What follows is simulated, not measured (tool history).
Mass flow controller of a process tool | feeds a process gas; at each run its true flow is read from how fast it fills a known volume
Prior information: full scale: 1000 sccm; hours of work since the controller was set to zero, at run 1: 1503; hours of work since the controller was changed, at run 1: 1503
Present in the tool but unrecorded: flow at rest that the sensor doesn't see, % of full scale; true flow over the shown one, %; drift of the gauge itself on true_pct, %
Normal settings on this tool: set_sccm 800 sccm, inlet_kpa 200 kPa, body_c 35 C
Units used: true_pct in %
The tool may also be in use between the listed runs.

| run | hour | set_sccm | inlet_kpa | body_c | hours of work since the controller was set to zero | hours of work since the controller was changed | true_pct |
|---|---|---|---|---|---|---|---|
| 1 | 0 | 800 | 200 | 35 | 1503 | 1503 | 99.09 |
| 2 | 48.7 | 800 | 200 | 35 | 1526 | 1526 | 99.04 |
| 3 | 126.7 | 800 | 200 | 35 | 1562 | 1562 | 99.09 |
| 4 | 172.5 | 800 | 200 | 35 | 1583 | 1583 | 99.19 |
| 5 | 222 | 800 | 200 | 21 | 1606 | 1606 | 100.02 |
| 6 | 302.4 | 800 | 200 | 20 | 1644 | 1644 | 99.98 |
| 7 | 346.6 | 800 | 194 | 26 | 1664 | 1664 | 99.78 |
| 8 | 389.6 | 315 | 232 | 37 | 1684 | 1684 | 98.77 |
| 9 | 462.5 | 800 | 141 | 25 | 1718 | 1718 | 100.02 |
| 10 | 524.3 | 800 | 141 | 25 | 1747 | 1747 | 100.02 |
| 11 | 598.7 | 148 | 146 | 27 | 1781 | 1781 | 100.49 |
| 12 | 641.7 | 800 | 227 | 27 | 1801 | 1801 | 99.48 |

5 options for the next run, each taken on its own from the tool as it stands now. Forecast them:
| A | 716.6 | 139 | 240 | 35 | 1836 | 1836 | ? |
| B | 716.6 | 183 | 241 | 27 | 1836 | 1836 | ? |
| C | 716.6 | 116 | 250 | 35 | 1836 | 1836 | ? |
| D | 716.6 | 169 | 168 | 27 | 1836 | 1836 | ? |
| E | 716.6 | 800 | 227 | 23 | 1836 | 1836 | ? |

| run | true_pct |
|---|---|
| A | 99.63 |
| B | 99.82 |
| C | 99.82 |
| D | 100.25 |
| E | 99.68 |
Without the tool's hidden state the same runs would have given:
| run | true_pct |
|---|---|
| A | 98.31 |
| B | 98.92 |
| C | 98.16 |
| D | 99.24 |
| E | 99.8 |

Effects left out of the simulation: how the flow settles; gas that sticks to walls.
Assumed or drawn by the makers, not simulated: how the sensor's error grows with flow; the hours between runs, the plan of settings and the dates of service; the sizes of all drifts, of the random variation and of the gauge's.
